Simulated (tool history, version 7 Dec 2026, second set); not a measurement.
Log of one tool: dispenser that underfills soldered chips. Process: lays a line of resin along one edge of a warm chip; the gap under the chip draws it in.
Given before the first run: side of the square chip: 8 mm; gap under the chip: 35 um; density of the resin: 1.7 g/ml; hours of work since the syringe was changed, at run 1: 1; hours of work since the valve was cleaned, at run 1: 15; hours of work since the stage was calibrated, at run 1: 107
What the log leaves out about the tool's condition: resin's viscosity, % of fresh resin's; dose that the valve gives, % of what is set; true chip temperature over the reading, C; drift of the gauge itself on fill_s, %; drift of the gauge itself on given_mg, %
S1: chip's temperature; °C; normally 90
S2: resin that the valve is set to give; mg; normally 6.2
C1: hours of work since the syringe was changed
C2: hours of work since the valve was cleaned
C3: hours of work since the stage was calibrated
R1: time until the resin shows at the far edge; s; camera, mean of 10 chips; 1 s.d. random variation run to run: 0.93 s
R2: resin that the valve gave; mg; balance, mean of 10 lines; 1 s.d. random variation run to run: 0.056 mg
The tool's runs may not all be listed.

{"run": 1, "hour": 0.0, "S1": 90, "S2": 6.2, "C1": 1, "C2": 15, "C3": 107, "R1": 89.2, "R2": 6.1}
{"run": 2, "hour": 2.4, "S1": 80, "S2": 6.2, "C1": 2, "C2": 16, "C3": 109, "R1": 129, "R2": 6.04}
{"run": 3, "hour": 6.3, "S1": 78, "S2": 6.2, "C1": 5, "C2": 19, "C3": 111, "R1": 153.5, "R2": 6.03}
{"run": 4, "hour": 9.2, "S1": 78, "S2": 6.2, "C1": 6, "C2": 21, "C3": 113, "R1": 171.2, "R2": 5.98}
{"run": 5, "hour": 12.6, "S1": 78, "S2": 6.2, "C1": 9, "C2": 23, "C3": 115, "R1": 191.9, "R2": 6.02}
{"hour": 17.6, "done": "new syringe of resin"}
{"run": 6, "hour": 17.9, "S1": 78, "S2": 6.2, "C1": 0, "C2": 26, "C3": 118, "R1": 119, "R2": 6.05}
{"run": 7, "hour": 20.1, "S1": 90, "S2": 7.1, "C1": 2, "C2": 27, "C3": 120, "R1": 92.9, "R2": 6.85}
{"run": 8, "hour": 23.7, "S1": 90, "S2": 7.1, "C1": 4, "C2": 30, "C3": 122, "R1": 104.5, "R2": 6.88}
{"run": 9, "hour": 27.6, "S1": 90, "S2": 6.2, "C1": 6, "C2": 32, "C3": 125, "R1": 120.6, "R2": 5.96}
{"run": 10, "hour": 32.1, "S1": 90, "S2": 6.2, "C1": 9, "C2": 35, "C3": 127, "R1": 140.2, "R2": 6.03}
{"run": 11, "hour": 34.7, "S1": 90, "S2": 5.56, "C1": 11, "C2": 37, "C3": 129, "R1": 153.7, "R2": 5.28}
{"hour": 35.9, "done": "new syringe of resin"}
{"run": 12, "hour": 38.7, "S1": 90, "S2": 5.56, "C1": 2, "C2": 39, "C3": 131, "R1": 94.3, "R2": 5.26}
{"run": 13, "hour": 41.4, "S1": 90, "S2": 5.56, "C1": 3, "C2": 41, "C3": 133, "R1": 103.9, "R2": 5.31}
{"run": 14, "hour": 43.9, "S1": 103, "S2": 6.2, "C1": 5, "C2": 42, "C3": 135, "R1": 76.1, "R2": 5.98}
{"run": 15, "hour": 49.3, "S1": 90, "S2": 6.2, "C1": 8, "C2": 46, "C3": 138, "R1": 133.1, "R2": 5.9}
{"hour": 54.2, "done": "new syringe of resin"}
{"run": 16, "hour": 54.6, "S1": 90, "S2": 6.2, "C1": 0, "C2": 49, "C3": 141, "R1": 87.5, "R2": 5.91}
{"run": 17, "hour": 57.7, "S1": 90, "S2": 6.2, "C1": 2, "C2": 51, "C3": 143, "R1": 97, "R2": 5.78}
{"run": 18, "hour": 61.9, "S1": 84, "S2": 6.2, "C1": 5, "C2": 54, "C3": 146, "R1": 131.9, "R2": 5.87}
{"run": 19, "hour": 64.3, "S1": 97, "S2": 6.59, "C1": 6, "C2": 55, "C3": 148, "R1": 100.1, "R2": 6.14}
{"run": 20, "hour": 67.4, "S1": 97, "S2": 6.59, "C1": 8, "C2": 57, "C3": 150, "R1": 109.2, "R2": 6.16}
{"run": 21, "hour": 70.5, "S1": 95, "S2": 7.69, "C1": 10, "C2": 59, "C3": 152, "R1": 127.6, "R2": 7.18}
{"hour": 72.4, "done": "new syringe of resin"}
{"run": 22, "hour": 73.6, "S1": 95, "S2": 5.37, "C1": 1, "C2": 61, "C3": 153, "R1": 78.4, "R2": 5.11}
{"run": 23, "hour": 75.9, "S1": 75, "S2": 7.17, "C1": 2, "C2": 62, "C3": 155, "R1": 142.5, "R2": 6.71}
{"run": 24, "hour": 79.9, "S1": 75, "S2": 7.17, "C1": 5, "C2": 65, "C3": 157, "R1": 166.5, "R2": 6.77}
{"run": 25, "hour": 84.1, "S1": 90, "S2": 6.65, "C1": 7, "C2": 67, "C3": 160, "R1": 120.1, "R2": 6.23}
{"run": 26, "hour": 86.4, "S1": 90, "S2": 5.87, "C1": 9, "C2": 69, "C3": 161, "R1": 133.6, "R2": 5.51}
{"hour": 88.2, "done": "dispensing valve cleaned and set on the balance"}
{"hour": 91.5, "done": "new syringe of resin"}
{"run": 27, "hour": 92.6, "S1": 90, "S2": 5.87, "C1": 1, "C2": 3, "C3": 165, "R1": 87.9, "R2": 5.82}
{"run": 28, "hour": 96.1, "S1": 103, "S2": 6.16, "C1": 3, "C2": 5, "C3": 167, "R1": 68.4, "R2": 6.17}
{"run": 29, "hour": 100.2, "S1": 103, "S2": 6.16, "C1": 6, "C2": 7, "C3": 169, "R1": 78.1, "R2": 6.1}
{"run": 30, "hour": 103.0, "S1": 88, "S2": 5.63, "C1": 7, "C2": 9, "C3": 171, "R1": 130.9, "R2": 5.64}
{"run": 31, "hour": 107.1, "S1": 88, "S2": 5.63, "C1": 10, "C2": 12, "C3": 174, "R1": 150.2, "R2": 5.59}
{"hour": 109.7, "done": "new syringe of resin"}
{"run": 32, "hour": 112.4, "S1": 88, "S2": 5.63, "C1": 2, "C2": 15, "C3": 177, "R1": 101.3, "R2": 5.54}
{"run": 33, "hour": 115.7, "S1": 85, "S2": 6.08, "C1": 4, "C2": 17, "C3": 179, "R1": 121, "R2": 6.01}
{"run": 34, "hour": 118.6, "S1": 85, "S2": 6.08, "C1": 6, "C2": 19, "C3": 181, "R1": 130.1, "R2": 5.88}
{"run": 35, "hour": 120.8, "S1": 77, "S2": 6.91, "C1": 7, "C2": 20, "C3": 182, "R1": 174.2, "R2": 6.83}
{"run": 36, "hour": 124.9, "S1": 77, "S2": 6.91, "C1": 10, "C2": 23, "C3": 185, "R1": 202.8, "R2": 6.76}

Alternative continuations, all from the tool just after run 36; predict every row:
{"hour": 128.0, "done": "new syringe of resin"}
{"run": "A", "hour": 130.0, "S1": 94, "S2": 6.98, "C1": 1, "C2": 26, "C3": 188, "R1": "?", "R2": "?"}
{"hour": 128.0, "done": "new syringe of resin"}
{"run": "B", "hour": 130.0, "S1": 94, "S2": 7.38, "C1": 1, "C2": 26, "C3": 188, "R1": "?", "R2": "?"}
{"hour": 128.0, "done": "new syringe of resin"}
{"run": "C", "hour": 130.0, "S1": 100, "S2": 6.91, "C1": 1, "C2": 26, "C3": 188, "R1": "?", "R2": "?"}
{"hour": 128.0, "done": "new syringe of resin"}
{"run": "D", "hour": 130.0, "S1": 103, "S2": 5.75, "C1": 1, "C2": 26, "C3": 188, "R1": "?", "R2": "?"}

run=A R1=79.1 R2=6.88
run=B R1=80.6 R2=7.2
run=C R1=67.8 R2=6.74
run=D R1=64 R2=5.56
Without the tool's hidden state the same runs would have given:
run=A R1=76.8 R2=7.04
run=B R1=78.3 R2=7.37
run=C R1=65.8 R2=6.9
run=D R1=61.8 R2=5.7
